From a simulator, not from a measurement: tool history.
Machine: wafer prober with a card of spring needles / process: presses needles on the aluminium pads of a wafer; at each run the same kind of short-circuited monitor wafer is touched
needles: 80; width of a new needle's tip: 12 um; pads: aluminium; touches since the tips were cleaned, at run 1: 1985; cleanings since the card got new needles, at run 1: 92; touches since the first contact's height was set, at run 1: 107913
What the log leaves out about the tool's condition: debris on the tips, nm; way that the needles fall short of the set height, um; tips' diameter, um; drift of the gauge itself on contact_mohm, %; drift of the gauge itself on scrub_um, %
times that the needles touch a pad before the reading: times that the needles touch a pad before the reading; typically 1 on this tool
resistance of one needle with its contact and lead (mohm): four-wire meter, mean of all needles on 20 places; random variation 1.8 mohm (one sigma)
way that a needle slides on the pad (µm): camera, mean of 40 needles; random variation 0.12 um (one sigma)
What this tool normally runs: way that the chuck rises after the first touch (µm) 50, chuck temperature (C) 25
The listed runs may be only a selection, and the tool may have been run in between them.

run	hour	way that the chuck rises after the first touch (µm)	chuck temperature (C)	times that the needles touch a pad before the reading	touches since the tips were cleaned	cleanings since the card got new needles	touches since the first contact's height was set	resistance of one needle with its contact and lead (mohm)	way that a needle slides on the pad (µm)
1	0	50	25	1	1985	92	107913	289	9.03
# hour 1.1: tips cleaned on abrasive film
# hour 6.4: tips cleaned on abrasive film
# hour 7.9: height of the first contact set anew
# hour 11.6: tips cleaned on abrasive film
2	11.6	50	25	1	0	95	1559	198	10.12
# hour 16.7: tips cleaned on abrasive film
3	17.8	50	25	1	468	96	4128	219	10.09
# hour 21.9: tips cleaned on abrasive film
# hour 26.9: tips cleaned on abrasive film
4	27.9	50	25	1	421	98	8327	214	9.94
# hour 31.7: tips cleaned on abrasive film
5	35.8	50	25	1	1724	99	11635	264	9.8
# hour 37: tips cleaned on abrasive film
# hour 41.8: tips cleaned on abrasive film
6	45.8	50	108	1	1688	101	15776	271	9.93
# hour 47.1: tips cleaned on abrasive film
# hour 52.1: tips cleaned on abrasive film
# hour 57.3: tips cleaned on abrasive film
7	57.3	50	31	1	0	104	20519	197	9.88
# hour 62.6: tips cleaned on abrasive film
8	62.6	50	25	1	16	105	22725	204	9.97
# hour 67.9: tips cleaned on abrasive film
9	69.8	50	25	1	813	106	25740	237	9.54
# hour 72.8: tips cleaned on abrasive film
# hour 78: tips cleaned on abrasive film
10	80.1	50	25	1	893	108	30000	239	9.62
# hour 83.2: tips cleaned on abrasive film
11	87.3	45	25	1	1717	109	33022	271	8.71
# hour 88.5: tips cleaned on abrasive film
12	93.2	50	25	1	1980	110	35468	275	9.95
# hour 93.8: tips cleaned on abrasive film
# hour 98.7: tips cleaned on abrasive film
13	101.4	50	25	1	1153	112	38873	248	9.51
# hour 104.3: tips cleaned on abrasive film
14	107.7	50	25	1	1420	113	41485	263	9.64
# hour 109.3: tips cleaned on abrasive film
# hour 114.7: tips cleaned on abrasive film
15	117.2	31	25	1	1036	115	45428	350	5.71
# hour 120: tips cleaned on abrasive film
# hour 124.9: tips cleaned on abrasive film
16	126.3	31	25	1	596	117	49219	290	5.6
# hour 130.4: tips cleaned on abrasive film
# hour 135.3: tips cleaned on abrasive film
17	138.4	63	34	1	1321	119	54256	240	12.24
# hour 140.2: tips cleaned on abrasive film
# hour 145.1: tips cleaned on abrasive film
18	145.4	54	111	1	94	121	57115	217	10.24
# hour 150.3: tips cleaned on abrasive film
19	151.1	54	111	1	302	122	59481	228	10.2
# hour 155.4: tips cleaned on abrasive film
# hour 160.4: tips cleaned on abrasive film
20	164.1	31	111	1	1596	124	64942	386	5.42
# hour 165.2: tips cleaned on abrasive film
# hour 170.9: tips cleaned on abrasive film
21	172.4	31	111	1	630	126	68358	317	5.64
# hour 176.1: tips cleaned on abrasive film
# hour 181.1: tips cleaned on abrasive film
22	184.3	66	84	1	1392	128	73332	243	12.54
# hour 186.2: tips cleaned on abrasive film
# hour 191.7: tips cleaned on abrasive film
# hour 196.7: tips cleaned on abrasive film
23	196.7	66	84	1	0	131	78432	208	12.47
# hour 201.7: tips cleaned on abrasive film
24	204	62	84	1	948	132	81475	240	11.6
# hour 207.4: tips cleaned on abrasive film
25	210.4	67	25	1	1242	133	84142	232	12.76
# hour 212.3: tips cleaned on abrasive film
# hour 217.9: tips cleaned on abrasive film
# hour 222.7: tips cleaned on abrasive film
26	222.8	67	25	1	54	136	89285	196	12.69
# hour 227.5: tips cleaned on abrasive film
# hour 233: tips cleaned on abrasive film
27	235	52	25	1	835	138	94371	247	9.65
# hour 238.2: tips cleaned on abrasive film
# hour 243.6: tips cleaned on abrasive film
28	246.4	52	25	1	1200	140	99125	266	9.44
# hour 248.6: tips cleaned on abrasive film
# hour 254: tips cleaned on abrasive film
29	255.9	52	42	1	782	142	103041	248	9.34
# hour 259.6: tips cleaned on abrasive film
30	262.1	50	31	2	1097	143	105656	239	9.11
# hour 264.8: tips cleaned on abrasive film
# hour 270: tips cleaned on abrasive film
31	272.3	50	31	2	1011	145	109894	233	8.81

For each entry between runs, how does the tool's hidden state at the last listed run before it compare with that at the first listed run after it?
In the gap between runs 1 and 2: tips cleaned on abrasive film (hour 1.1); tips cleaned on abrasive film (hour 6.4); height of the first contact set anew (hour 7.9); tips cleaned on abrasive film (hour 11.6)
  debris on the tips, nm: 95.5 -> 6.7; way that the needles fall short of the set height, um: 4.76 -> 0.08; tips' diameter, um: 15.38 -> 15.48
  the result without the hidden state subtracted from the measured one, resistance of one needle with its contact and lead (mohm): +96 -> +7; way that a needle slides on the pad (µm): -0.95 -> -0.02
In the gap between runs 2 and 3: tips cleaned on abrasive film (hour 16.7)
  debris on the tips, nm: 6.7 -> 36.3; way that the needles fall short of the set height, um: 0.08 -> 0.2; tips' diameter, um: 15.48 -> 15.52
  the result without the hidden state subtracted from the measured one, resistance of one needle with its contact and lead (mohm): +7 -> +31; way that a needle slides on the pad (µm): -0.02 -> -0.04
In the gap between runs 3 and 4: tips cleaned on abrasive film (hour 21.9); tips cleaned on abrasive film (hour 26.9)
  debris on the tips, nm: 36.3 -> 30.1; way that the needles fall short of the set height, um: 0.2 -> 0.41; tips' diameter, um: 15.52 -> 15.59
  the result without the hidden state subtracted from the measured one, resistance of one needle with its contact and lead (mohm): +31 -> +27; way that a needle slides on the pad (µm): -0.04 -> -0.08
In the gap between runs 4 and 5: tips cleaned on abrasive film (hour 31.7)
  debris on the tips, nm: 30.1 -> 88; way that the needles fall short of the set height, um: 0.41 -> 0.52; tips' diameter, um: 15.59 -> 15.63
  the result without the hidden state subtracted from the measured one, resistance of one needle with its contact and lead (mohm): +27 -> +76; way that a needle slides on the pad (µm): -0.08 -> -0.1
In the gap between runs 5 and 6: tips cleaned on abrasive film (hour 37); tips cleaned on abrasive film (hour 41.8)
  debris on the tips, nm: 88 -> 82.2; way that the needles fall short of the set height, um: 0.52 -> 0.73; tips' diameter, um: 15.63 -> 15.7
  the result without the hidden state subtracted from the measured one, resistance of one needle with its contact and lead (mohm): +76 -> +65; way that a needle slides on the pad (µm): -0.1 -> -0.15
In the gap between runs 6 and 7: tips cleaned on abrasive film (hour 47.1); tips cleaned on abrasive film (hour 52.1); tips cleaned on abrasive film (hour 57.3)
  debris on the tips, nm: 82.2 -> 6.3; way that the needles fall short of the set height, um: 0.73 -> 1.09; tips' diameter, um: 15.7 -> 15.83
  the result without the hidden state subtracted from the measured one, resistance of one needle with its contact and lead (mohm): +65 -> +8; way that a needle slides on the pad (µm): -0.15 -> -0.22
In the gap between runs 7 and 8: tips cleaned on abrasive film (hour 62.6)
  debris on the tips, nm: 6.3 -> 11.9; way that the needles fall short of the set height, um: 1.09 -> 1.21; tips' diameter, um: 15.83 -> 15.87
  the result without the hidden state subtracted from the measured one, resistance of one needle with its contact and lead (mohm): +8 -> +13; way that a needle slides on the pad (µm): -0.22 -> -0.24
In the gap between runs 8 and 9: tips cleaned on abrasive film (hour 67.9)
  debris on the tips, nm: 11.9 -> 48.9; way that the needles fall short of the set height, um: 1.21 -> 1.29; tips' diameter, um: 15.87 -> 15.9
  the result without the hidden state subtracted from the measured one, resistance of one needle with its contact and lead (mohm): +13 -> +46; way that a needle slides on the pad (µm): -0.24 -> -0.26
In the gap between runs 9 and 10: tips cleaned on abrasive film (hour 72.8); tips cleaned on abrasive film (hour 78)
  debris on the tips, nm: 48.9 -> 55.8; way that the needles fall short of the set height, um: 1.29 -> 1.46; tips' diameter, um: 15.9 -> 15.96
  the result without the hidden state subtracted from the measured one, resistance of one needle with its contact and lead (mohm): +46 -> +52; way that a needle slides on the pad (µm): -0.26 -> -0.29
In the gap between runs 10 and 11: tips cleaned on abrasive film (hour 83.2)
  debris on the tips, nm: 55.8 -> 74.2; way that the needles fall short of the set height, um: 1.46 -> 1.58; tips' diameter, um: 15.96 -> 16
  the result without the hidden state subtracted from the measured one, resistance of one needle with its contact and lead (mohm): +52 -> +83; way that a needle slides on the pad (µm): -0.29 -> -0.32
In the gap between runs 11 and 12: tips cleaned on abrasive film (hour 88.5)
  debris on the tips, nm: 74.2 -> 95.5; way that the needles fall short of the set height, um: 1.58 -> 1.7; tips' diameter, um: 16 -> 16.04
  the result without the hidden state subtracted from the measured one, resistance of one needle with its contact and lead (mohm): +83 -> +88; way that a needle slides on the pad (µm): -0.32 -> -0.35
In the gap between runs 12 and 13: tips cleaned on abrasive film (hour 93.8); tips cleaned on abrasive film (hour 98.7)
  debris on the tips, nm: 95.5 -> 63.8; way that the needles fall short of the set height, um: 1.7 -> 1.91; tips' diameter, um: 16.04 -> 16.12
  the result without the hidden state subtracted from the measured one, resistance of one needle with its contact and lead (mohm): +88 -> +61; way that a needle slides on the pad (µm): -0.35 -> -0.38
In the gap between runs 13 and 14: tips cleaned on abrasive film (hour 104.3)
  debris on the tips, nm: 63.8 -> 71.1; way that the needles fall short of the set height, um: 1.91 -> 2.01; tips' diameter, um: 16.12 -> 16.15
  the result without the hidden state subtracted from the measured one, resistance of one needle with its contact and lead (mohm): +61 -> +70; way that a needle slides on the pad (µm): -0.38 -> -0.41
In the gap between runs 14 and 15: tips cleaned on abrasive film (hour 109.3); tips cleaned on abrasive film (hour 114.7)
  debris on the tips, nm: 71.1 -> 63.6; way that the needles fall short of the set height, um: 2.01 -> 2.22; tips' diameter, um: 16.15 -> 16.23
  the result without the hidden state subtracted from the measured one, resistance of one needle with its contact and lead (mohm): +70 -> +154; way that a needle slides on the pad (µm): -0.41 -> -0.44
In the gap between runs 15 and 16: tips cleaned on abrasive film (hour 120); tips cleaned on abrasive film (hour 124.9)
  debris on the tips, nm: 63.6 -> 38.6; way that the needles fall short of the set height, um: 2.22 -> 2.44; tips' diameter, um: 16.23 -> 16.3
  the result without the hidden state subtracted from the measured one, resistance of one needle with its contact and lead (mohm): +154 -> +97; way that a needle slides on the pad (µm): -0.44 -> -0.5
In the gap between runs 16 and 17: tips cleaned on abrasive film (hour 130.4); tips cleaned on abrasive film (hour 135.3)
  debris on the tips, nm: 38.6 -> 76.1; way that the needles fall short of the set height, um: 2.44 -> 2.62; tips' diameter, um: 16.3 -> 16.37
  the result without the hidden state subtracted from the measured one, resistance of one needle with its contact and lead (mohm): +97 -> +51; way that a needle slides on the pad (µm): -0.5 -> -0.53
In the gap between runs 17 and 18: tips cleaned on abrasive film (hour 140.2); tips cleaned on abrasive film (hour 145.1)
  debris on the tips, nm: 76.1 -> 11.4; way that the needles fall short of the set height, um: 2.62 -> 2.82; tips' diameter, um: 16.37 -> 16.44
  the result without the hidden state subtracted from the measured one, resistance of one needle with its contact and lead (mohm): +51 -> +12; way that a needle slides on the pad (µm): -0.53 -> -0.56
In the gap between runs 18 and 19: tips cleaned on abrasive film (hour 150.3)
  debris on the tips, nm: 11.4 -> 22.8; way that the needles fall short of the set height, um: 2.82 -> 2.92; tips' diameter, um: 16.44 -> 16.47
  the result without the hidden state subtracted from the measured one, resistance of one needle with its contact and lead (mohm): +12 -> +21; way that a needle slides on the pad (µm): -0.56 -> -0.58
In the gap between runs 19 and 20: tips cleaned on abrasive film (hour 155.4); tips cleaned on abrasive film (hour 160.4)
  debris on the tips, nm: 22.8 -> 75.2; way that the needles fall short of the set height, um: 2.92 -> 3.09; tips' diameter, um: 16.47 -> 16.53
  the result without the hidden state subtracted from the measured one, resistance of one needle with its contact and lead (mohm): +21 -> +174; way that a needle slides on the pad (µm): -0.58 -> -0.62
In the gap between runs 20 and 21: tips cleaned on abrasive film (hour 165.2); tips cleaned on abrasive film (hour 170.9)
  debris on the tips, nm: 75.2 -> 42.8; way that the needles fall short of the set height, um: 3.09 -> 3.25; tips' diameter, um: 16.53 -> 16.59
  the result without the hidden state subtracted from the measured one, resistance of one needle with its contact and lead (mohm): +174 -> +104; way that a needle slides on the pad (µm): -0.62 -> -0.66
In the gap between runs 21 and 22: tips cleaned on abrasive film (hour 176.1); tips cleaned on abrasive film (hour 181.1)
  debris on the tips, nm: 42.8 -> 77.6; way that the needles fall short of the set height, um: 3.25 -> 3.45; tips' diameter, um: 16.59 -> 16.66
  the result without the hidden state subtracted from the measured one, resistance of one needle with its contact and lead (mohm): +104 -> +46; way that a needle slides on the pad (µm): -0.66 -> -0.69
In the gap between runs 22 and 23: tips cleaned on abrasive film (hour 186.2); tips cleaned on abrasive film (hour 191.7); tips cleaned on abrasive film (hour 196.7)
  debris on the tips, nm: 77.6 -> 11; way that the needles fall short of the set height, um: 3.45 -> 3.8; tips' diameter, um: 16.66 -> 16.78
  the result without the hidden state subtracted from the measured one, resistance of one needle with its contact and lead (mohm): +46 -> +9; way that a needle slides on the pad (µm): -0.69 -> -0.76
In the gap between runs 23 and 24: tips cleaned on abrasive film (hour 201.7)
  debris on the tips, nm: 11 -> 48.9; way that the needles fall short of the set height, um: 3.8 -> 3.89; tips' diameter, um: 16.78 -> 16.81
  the result without the hidden state subtracted from the measured one, resistance of one needle with its contact and lead (mohm): +9 -> +36; way that a needle slides on the pad (µm): -0.76 -> -0.78
In the gap between runs 24 and 25: tips cleaned on abrasive film (hour 207.4)
  debris on the tips, nm: 48.9 -> 69.2; way that the needles fall short of the set height, um: 3.89 -> 3.97; tips' diameter, um: 16.81 -> 16.84
  the result without the hidden state subtracted from the measured one, resistance of one needle with its contact and lead (mohm): +36 -> +45; way that a needle slides on the pad (µm): -0.78 -> -0.81
In the gap between runs 25 and 26: tips cleaned on abrasive film (hour 212.3); tips cleaned on abrasive film (hour 217.9); tips cleaned on abrasive film (hour 222.7)
  debris on the tips, nm: 69.2 -> 11; way that the needles fall short of the set height, um: 3.97 -> 4.34; tips' diameter, um: 16.84 -> 16.97
  the result without the hidden state subtracted from the measured one, resistance of one needle with its contact and lead (mohm): +45 -> +9; way that a needle slides on the pad (µm): -0.81 -> -0.87
In the gap between runs 26 and 27: tips cleaned on abrasive film (hour 227.5); tips cleaned on abrasive film (hour 233)
  debris on the tips, nm: 11 -> 54.2; way that the needles fall short of the set height, um: 4.34 -> 4.57; tips' diameter, um: 16.97 -> 17.05
  the result without the hidden state subtracted from the measured one, resistance of one needle with its contact and lead (mohm): +9 -> +60; way that a needle slides on the pad (µm): -0.87 -> -0.92
In the gap between runs 27 and 28: tips cleaned on abrasive film (hour 238.2); tips cleaned on abrasive film (hour 243.6)
  debris on the tips, nm: 54.2 -> 63.1; way that the needles fall short of the set height, um: 4.57 -> 4.78; tips' diameter, um: 17.05 -> 17.12
  the result without the hidden state subtracted from the measured one, resistance of one needle with its contact and lead (mohm): +60 -> +72; way that a needle slides on the pad (µm): -0.92 -> -0.96
In the gap between runs 28 and 29: tips cleaned on abrasive film (hour 248.6); tips cleaned on abrasive film (hour 254)
  debris on the tips, nm: 63.1 -> 48.5; way that the needles fall short of the set height, um: 4.78 -> 4.99; tips' diameter, um: 17.12 -> 17.19
  the result without the hidden state subtracted from the measured one, resistance of one needle with its contact and lead (mohm): +72 -> +54; way that a needle slides on the pad (µm): -0.96 -> -1
In the gap between runs 29 and 30: tips cleaned on abrasive film (hour 259.6)
  debris on the tips, nm: 48.5 -> 62.2; way that the needles fall short of the set height, um: 4.99 -> 5.09; tips' diameter, um: 17.19 -> 17.23
  the result without the hidden state subtracted from the measured one, resistance of one needle with its contact and lead (mohm): +54 -> +47; way that a needle slides on the pad (µm): -1 -> -1.03
In the gap between runs 30 and 31: tips cleaned on abrasive film (hour 264.8); tips cleaned on abrasive film (hour 270)
  debris on the tips, nm: 62.2 -> 57.5; way that the needles fall short of the set height, um: 5.09 -> 5.32; tips' diameter, um: 17.23 -> 17.31
  the result without the hidden state subtracted from the measured one, resistance of one needle with its contact and lead (mohm): +47 -> +44; way that a needle slides on the pad (µm): -1.03 -> -1.05
